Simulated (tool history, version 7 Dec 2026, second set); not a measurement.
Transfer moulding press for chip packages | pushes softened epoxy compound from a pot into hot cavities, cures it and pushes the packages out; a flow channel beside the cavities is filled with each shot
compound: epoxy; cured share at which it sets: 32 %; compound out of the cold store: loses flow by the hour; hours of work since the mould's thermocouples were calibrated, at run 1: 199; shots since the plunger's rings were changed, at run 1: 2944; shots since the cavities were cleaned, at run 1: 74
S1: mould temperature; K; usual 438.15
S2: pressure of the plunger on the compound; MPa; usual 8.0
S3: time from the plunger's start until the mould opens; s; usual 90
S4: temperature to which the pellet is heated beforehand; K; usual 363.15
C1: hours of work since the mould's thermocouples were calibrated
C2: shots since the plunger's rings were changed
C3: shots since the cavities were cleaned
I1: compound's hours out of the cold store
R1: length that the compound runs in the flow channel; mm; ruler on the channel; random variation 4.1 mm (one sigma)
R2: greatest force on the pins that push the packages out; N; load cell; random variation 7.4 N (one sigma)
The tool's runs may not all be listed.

| run | hour | S1 | S2 | S3 | S4 | C1 | C2 | C3 | I1 | R1 | R2 |
|---|---|---|---|---|---|---|---|---|---|---|---|
| 1 | 0.0 | 438.15 | 8.0 | 90 | 363.15 | 199 | 2944 | 74 | 37.4 | 768 | 342 |
| 2 | 22.6 | 438.15 | 8.0 | 90 | 363.15 | 213 | 3196 | 326 | 21.3 | 792 | 494 |
| 3 | 46.7 | 438.15 | 8.0 | 90 | 363.15 | 228 | 3463 | 593 | 12.1 | 811 | 575 |
|  | 52.5 | cavities cleaned with cleaning compound and waxed |
| 4 | 82.1 | 438.15 | 8.0 | 90 | 363.15 | 249 | 3841 | 330 | 32.7 | 763 | 513 |
|  | 112.4 | cavities cleaned with cleaning compound and waxed |
| 5 | 124.2 | 438.15 | 8.0 | 90 | 363.15 | 274 | 4292 | 131 | 40.6 | 745 | 396 |
| 6 | 156.3 | 431.15 | 8.0 | 90 | 363.15 | 294 | 4648 | 487 | 41.2 | 774 | 894 |
|  | 162.7 | plunger's sealing rings changed |
|  | 174.0 | cavities cleaned with cleaning compound and waxed |
| 7 | 186.3 | 431.15 | 8.0 | 90 | 363.15 | 310 | 246 | 137 | 23.3 | 866 | 687 |
| 8 | 211.9 | 431.15 | 8.0 | 90 | 363.15 | 325 | 531 | 422 | 36.7 | 814 | 885 |
|  | 233.7 | cavities cleaned with cleaning compound and waxed |
| 9 | 260.2 | 431.15 | 8.0 | 90 | 363.15 | 354 | 1050 | 293 | 39.6 | 812 | 790 |
|  | 292.8 | cavities cleaned with cleaning compound and waxed |
| 10 | 308.1 | 431.15 | 8.0 | 90 | 363.15 | 383 | 1567 | 171 | 37.5 | 816 | 710 |
| 11 | 337.1 | 431.15 | 8.0 | 90 | 363.15 | 401 | 1889 | 493 | 47.7 | 786 | 888 |
|  | 352.5 | cavities cleaned with cleaning compound and waxed |
| 12 | 372.1 | 438.15 | 8.0 | 90 | 363.15 | 421 | 2261 | 218 | 43.8 | 757 | 457 |
| 13 | 399.5 | 438.15 | 8.0 | 90 | 363.15 | 438 | 2566 | 523 | 42.3 | 752 | 559 |
|  | 413.8 | cavities cleaned with cleaning compound and waxed |
| 14 | 432.8 | 438.15 | 8.0 | 90 | 363.15 | 458 | 2919 | 211 | 47.0 | 743 | 444 |
|  | 474.2 | cavities cleaned with cleaning compound and waxed |
| 15 | 474.2 | 438.15 | 8.0 | 90 | 363.15 | 483 | 3363 | 0 | 21.3 | 793 | 323 |

Forecast run 16:
| 16 | 506.5 | 438.15 | 9.2 | 77 | 363.15 | 503 | 3722 | 359 | 11.0 | ? | ? |

R1: 886 mm
R2: 707 N
Without the tool's hidden state the same run would have given R1 917 mm, R2 402 N.
